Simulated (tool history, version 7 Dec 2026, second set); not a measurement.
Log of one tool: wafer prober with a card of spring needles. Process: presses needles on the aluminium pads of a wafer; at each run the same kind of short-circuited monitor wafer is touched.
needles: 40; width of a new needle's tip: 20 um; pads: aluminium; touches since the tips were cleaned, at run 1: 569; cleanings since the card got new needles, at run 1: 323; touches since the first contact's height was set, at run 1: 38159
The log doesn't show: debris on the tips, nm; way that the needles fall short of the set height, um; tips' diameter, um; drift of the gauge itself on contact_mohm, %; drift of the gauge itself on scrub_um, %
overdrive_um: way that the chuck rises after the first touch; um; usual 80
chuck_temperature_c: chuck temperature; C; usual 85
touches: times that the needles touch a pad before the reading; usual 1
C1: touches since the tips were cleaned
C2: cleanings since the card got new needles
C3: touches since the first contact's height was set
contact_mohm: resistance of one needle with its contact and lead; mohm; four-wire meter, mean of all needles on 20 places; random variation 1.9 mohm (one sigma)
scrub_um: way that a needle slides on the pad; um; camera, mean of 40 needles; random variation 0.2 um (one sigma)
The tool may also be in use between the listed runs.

Run 1, hour 0: usual settings; C1 569; C2 323; C3 38159. Result: contact_mohm 244 mohm, scrub_um 21.15 um.
At hour 2.4: tips cleaned on abrasive film.
At hour 5.7: tips cleaned on abrasive film.
At hour 9.6: tips cleaned on abrasive film.
At hour 12.9: tips cleaned on abrasive film.
At hour 16.9: tips cleaned on abrasive film.
At hour 20.9: tips cleaned on abrasive film.
At hour 24.1: tips cleaned on abrasive film.
At hour 27.3: tips cleaned on abrasive film.
At hour 31.3: tips cleaned on abrasive film.
At hour 34.5: tips cleaned on abrasive film.
At hour 38.1: tips cleaned on abrasive film.
Run 2, hour 38.1: usual settings; C1 0; C2 334; C3 57974. Result: contact_mohm 203 mohm, scrub_um 20.68 um.
At hour 42.1: tips cleaned on abrasive film.
At hour 46.1: tips cleaned on abrasive film.
At hour 49.3: tips cleaned on abrasive film.
At hour 52.5: tips cleaned on abrasive film.
At hour 56.5: tips cleaned on abrasive film.
At hour 60.5: tips cleaned on abrasive film.
At hour 64.5: tips cleaned on abrasive film.
At hour 68.5: tips cleaned on abrasive film.
At hour 72.5: tips cleaned on abrasive film.
At hour 76.5: tips cleaned on abrasive film.
At hour 80.5: tips cleaned on abrasive film.
At hour 83.7: tips cleaned on abrasive film.
At hour 87.7: tips cleaned on abrasive film.
At hour 90.9: tips cleaned on abrasive film.
Run 3, hour 91.1: usual settings; C1 104; C2 348; C3 85644. Result: contact_mohm 220 mohm, scrub_um 20.17 um.
At hour 94.3: tips cleaned on abrasive film.
At hour 98.3: tips cleaned on abrasive film.
At hour 101.5: tips cleaned on abrasive film.
At hour 105.5: tips cleaned on abrasive film.
At hour 109.5: tips cleaned on abrasive film.
At hour 112.2: height of the first contact set anew.
At hour 113.8: tips cleaned on abrasive film.
At hour 117: tips cleaned on abrasive film.
At hour 121: tips cleaned on abrasive film.
At hour 125: tips cleaned on abrasive film.
At hour 129: tips cleaned on abrasive film.
At hour 133: tips cleaned on abrasive film.
At hour 136.2: tips cleaned on abrasive film.
At hour 139.4: tips cleaned on abrasive film.
At hour 142.7: tips cleaned on abrasive film.
At hour 146.7: tips cleaned on abrasive film.
At hour 150.7: tips cleaned on abrasive film.
At hour 154.7: tips cleaned on abrasive film.
At hour 158.6: tips cleaned on abrasive film.
Run 4, hour 160.7: usual settings; C1 1074; C2 366; C3 25299. Result: contact_mohm 271 mohm, scrub_um 21.62 um.
At hour 162.3: tips cleaned on abrasive film.
At hour 166.3: tips cleaned on abrasive film.
At hour 169.5: tips cleaned on abrasive film.
At hour 173.5: tips cleaned on abrasive film.
At hour 177.5: tips cleaned on abrasive film.
At hour 189.5: card fitted with new needles.
At hour 192.7: tips cleaned on abrasive film.
At hour 196.7: tips cleaned on abrasive film.
At hour 199.9: tips cleaned on abrasive film.
At hour 203.9: tips cleaned on abrasive film.
At hour 207.2: tips cleaned on abrasive film.
At hour 211.2: tips cleaned on abrasive film.
At hour 215.2: tips cleaned on abrasive film.
At hour 219.2: tips cleaned on abrasive film.
At hour 222.4: tips cleaned on abrasive film.
Run 5, hour 222.4: usual settings; C1 0; C2 9; C3 17144. Result: contact_mohm 201 mohm, scrub_um 21.44 um.
At hour 226.4: tips cleaned on abrasive film.
At hour 230.4: tips cleaned on abrasive film.
At hour 233.6: tips cleaned on abrasive film.
At hour 237.6: tips cleaned on abrasive film.
At hour 240.8: tips cleaned on abrasive film.
At hour 244: tips cleaned on abrasive film.
At hour 248: tips cleaned on abrasive film.
At hour 251.2: tips cleaned on abrasive film.
At hour 255.2: tips cleaned on abrasive film.
At hour 258.5: tips cleaned on abrasive film.
At hour 262.5: tips cleaned on abrasive film.
Run 6, hour 264.8: usual settings; C1 1284; C2 20; C3 39303. Result: contact_mohm 229 mohm, scrub_um 21.3 um.
At hour 265.7: tips cleaned on abrasive film.
At hour 269.7: tips cleaned on abrasive film.
At hour 272.9: tips cleaned on abrasive film.
At hour 276.9: tips cleaned on abrasive film.
At hour 280.9: tips cleaned on abrasive film.
At hour 284.9: tips cleaned on abrasive film.
At hour 288.1: tips cleaned on abrasive film.
At hour 292.1: tips cleaned on abrasive film.
At hour 296.1: tips cleaned on abrasive film.
At hour 299.3: tips cleaned on abrasive film.
At hour 303.3: tips cleaned on abrasive film.
At hour 306.6: tips cleaned on abrasive film.
At hour 310.5: tips cleaned on abrasive film.
At hour 313.8: tips cleaned on abrasive film.
At hour 317.8: tips cleaned on abrasive film.
At hour 321.8: tips cleaned on abrasive film.
At hour 325.8: tips cleaned on abrasive film.
At hour 329: tips cleaned on abrasive film.
At hour 332.2: tips cleaned on abrasive film.
At hour 335.4: tips cleaned on abrasive film.
Run 7, hour 336.7: usual settings; C1 711; C2 40; C3 76761. Result: contact_mohm 226 mohm, scrub_um 20.84 um.
At hour 339.2: tips cleaned on abrasive film.
At hour 343.2: tips cleaned on abrasive film.
At hour 346.4: tips cleaned on abrasive film.
At hour 350.4: tips cleaned on abrasive film.
At hour 353.6: tips cleaned on abrasive film.
At hour 357.6: tips cleaned on abrasive film.
At hour 360.8: tips cleaned on abrasive film.
At hour 364.8: tips cleaned on abrasive film.
At hour 368: tips cleaned on abrasive film.
At hour 372: tips cleaned on abrasive film.
At hour 375.4: height of the first contact set anew.
At hour 376.3: tips cleaned on abrasive film.
At hour 379.5: tips cleaned on abrasive film.
Run 8, hour 382.5: usual settings; C1 1567; C2 52; C3 3656. Result: contact_mohm 236 mohm, scrub_um 21.68 um.
At hour 383.3: tips cleaned on abrasive film.
At hour 387.3: tips cleaned on abrasive film.
At hour 390.6: tips cleaned on abrasive film.
At hour 394.5: tips cleaned on abrasive film.
At hour 398.5: tips cleaned on abrasive film.
At hour 401.8: tips cleaned on abrasive film.
At hour 405: tips cleaned on abrasive film.
At hour 409: tips cleaned on abrasive film.
At hour 412.2: tips cleaned on abrasive film.
At hour 416.2: tips cleaned on abrasive film.
At hour 420.2: tips cleaned on abrasive film.
At hour 424.2: tips cleaned on abrasive film.
At hour 427.4: tips cleaned on abrasive film.
At hour 430.6: tips cleaned on abrasive film.
At hour 434.6: tips cleaned on abrasive film.
At hour 437.8: tips cleaned on abrasive film.
At hour 441.8: tips cleaned on abrasive film.
At hour 445.8: tips cleaned on abrasive film.
Run 9, hour 446.8: usual settings but overdrive_um 79 um; C1 516; C2 70; C3 37168. Result: contact_mohm 222 mohm, scrub_um 20.78 um.
At hour 449.2: tips cleaned on abrasive film.
At hour 452.4: tips cleaned on abrasive film.
At hour 455.7: tips cleaned on abrasive film.
At hour 458.9: tips cleaned on abrasive film.
At hour 462.1: tips cleaned on abrasive film.
At hour 466.1: tips cleaned on abrasive film.
At hour 470.1: tips cleaned on abrasive film.
At hour 474.1: tips cleaned on abrasive film.
At hour 478.1: tips cleaned on abrasive film.
At hour 482.1: tips cleaned on abrasive film.
At hour 486.1: tips cleaned on abrasive film.
At hour 489.3: tips cleaned on abrasive film.
At hour 493.3: tips cleaned on abrasive film.
At hour 497.3: tips cleaned on abrasive film.
At hour 500.5: tips cleaned on abrasive film.
At hour 504.5: tips cleaned on abrasive film.
At hour 507.7: tips cleaned on abrasive film.
At hour 511.7: tips cleaned on abrasive film.
At hour 514.9: tips cleaned on abrasive film.
Run 10, hour 516.2: usual settings but overdrive_um 72 um, chuck_temperature_c 33 C; C1 669; C2 89; C3 73340. Result: contact_mohm 221 mohm, scrub_um 18.43 um.
At hour 518.6: tips cleaned on abrasive film.
At hour 522.6: tips cleaned on abrasive film.
At hour 525.8: tips cleaned on abrasive film.
At hour 529.8: tips cleaned on abrasive film.
At hour 533: tips cleaned on abrasive film.
At hour 537: tips cleaned on abrasive film.
At hour 540.2: tips cleaned on abrasive film.
At hour 544.2: tips cleaned on abrasive film.
At hour 548.2: tips cleaned on abrasive film.
At hour 551.5: tips cleaned on abrasive film.
At hour 555.5: tips cleaned on abrasive film.
Run 11, hour 557.9: usual settings but overdrive_um 62 um, chuck_temperature_c 71 C; C1 1334; C2 100; C3 95140. Result: contact_mohm 282 mohm, scrub_um 15.42 um.
At hour 558.8: tips cleaned on abrasive film.
At hour 561.5: height of the first contact set anew.
At hour 562.3: tips cleaned on abrasive film.
At hour 566.3: tips cleaned on abrasive film.
At hour 570.3: tips cleaned on abrasive film.
At hour 573.5: tips cleaned on abrasive film.
At hour 577.5: tips cleaned on abrasive film.
At hour 580.8: tips cleaned on abrasive film.
At hour 584.8: tips cleaned on abrasive film.
At hour 588: tips cleaned on abrasive film.
At hour 591.2: tips cleaned on abrasive film.
At hour 595.2: tips cleaned on abrasive film.
At hour 598.8: tips cleaned on abrasive film.
Run 12, hour 598.8: usual settings but overdrive_um 62 um, chuck_temperature_c 71 C; C1 0; C2 112; C3 19452. Result: contact_mohm 206 mohm, scrub_um 16.58 um.
At hour 602.8: tips cleaned on abrasive film.
At hour 606.8: tips cleaned on abrasive film.
At hour 610.8: tips cleaned on abrasive film.
At hour 614.8: tips cleaned on abrasive film.
At hour 618.8: tips cleaned on abrasive film.
At hour 622.8: tips cleaned on abrasive film.
At hour 626.8: tips cleaned on abrasive film.
At hour 630: tips cleaned on abrasive film.
At hour 633.3: tips cleaned on abrasive film.
At hour 636.5: tips cleaned on abrasive film.
At hour 640.5: tips cleaned on abrasive film.
Run 13, hour 641.5: usual settings but overdrive_um 62 um, chuck_temperature_c 56 C; C1 542; C2 123; C3 41713. Result: contact_mohm 234 mohm, scrub_um 16.38 um.

3 ways to go on from here, each from the tool as it stands after run 13. What would each give?
At hour 643.9: tips cleaned on abrasive film.
At hour 647.1: tips cleaned on abrasive film.
At hour 651.1: tips cleaned on abrasive film.
At hour 654.4: tips cleaned on abrasive film.
At hour 657.6: tips cleaned on abrasive film.
At hour 661.6: tips cleaned on abrasive film.
At hour 664.8: tips cleaned on abrasive film.
At hour 668.8: tips cleaned on abrasive film.
At hour 672.8: tips cleaned on abrasive film.
At hour 676.8: tips cleaned on abrasive film.
At hour 680.8: tips cleaned on abrasive film.
At hour 684: tips cleaned on abrasive film.
At hour 687.2: tips cleaned on abrasive film.
Run A, hour 688.5: usual settings but overdrive_um 62 um, chuck_temperature_c 31 C; C1 712; C2 136; C3 66233. Result: contact_mohm ?, scrub_um ?.
At hour 643.9: tips cleaned on abrasive film.
At hour 647.1: tips cleaned on abrasive film.
At hour 651.1: tips cleaned on abrasive film.
At hour 654.4: tips cleaned on abrasive film.
At hour 657.6: tips cleaned on abrasive film.
At hour 661.6: tips cleaned on abrasive film.
At hour 664.8: tips cleaned on abrasive film.
At hour 668.8: tips cleaned on abrasive film.
At hour 672.8: tips cleaned on abrasive film.
At hour 676.8: tips cleaned on abrasive film.
At hour 680.8: tips cleaned on abrasive film.
At hour 684: tips cleaned on abrasive film.
At hour 687.2: tips cleaned on abrasive film.
Run B, hour 688.5: usual settings but touches 2; C1 712; C2 136; C3 66233. Result: contact_mohm ?, scrub_um ?.
At hour 643.9: tips cleaned on abrasive film.
At hour 647.1: tips cleaned on abrasive film.
At hour 651.1: tips cleaned on abrasive film.
At hour 654.4: tips cleaned on abrasive film.
At hour 657.6: tips cleaned on abrasive film.
At hour 661.6: tips cleaned on abrasive film.
At hour 664.8: tips cleaned on abrasive film.
At hour 668.8: tips cleaned on abrasive film.
At hour 672.8: tips cleaned on abrasive film.
At hour 676.8: tips cleaned on abrasive film.
At hour 680.8: tips cleaned on abrasive film.
At hour 684: tips cleaned on abrasive film.
At hour 687.2: tips cleaned on abrasive film.
Run C, hour 688.5: usual settings but overdrive_um 60 um; C1 712; C2 136; C3 66233. Result: contact_mohm ?, scrub_um ?.

run  contact_mohm  scrub_um
  A           246     15.64
  B           217     20.58
  C           260     15.28
Without the tool's hidden state the same runs would have given:
run  contact_mohm  scrub_um
  A           186     16.72
  B           195     21.65
  C           200     16.36
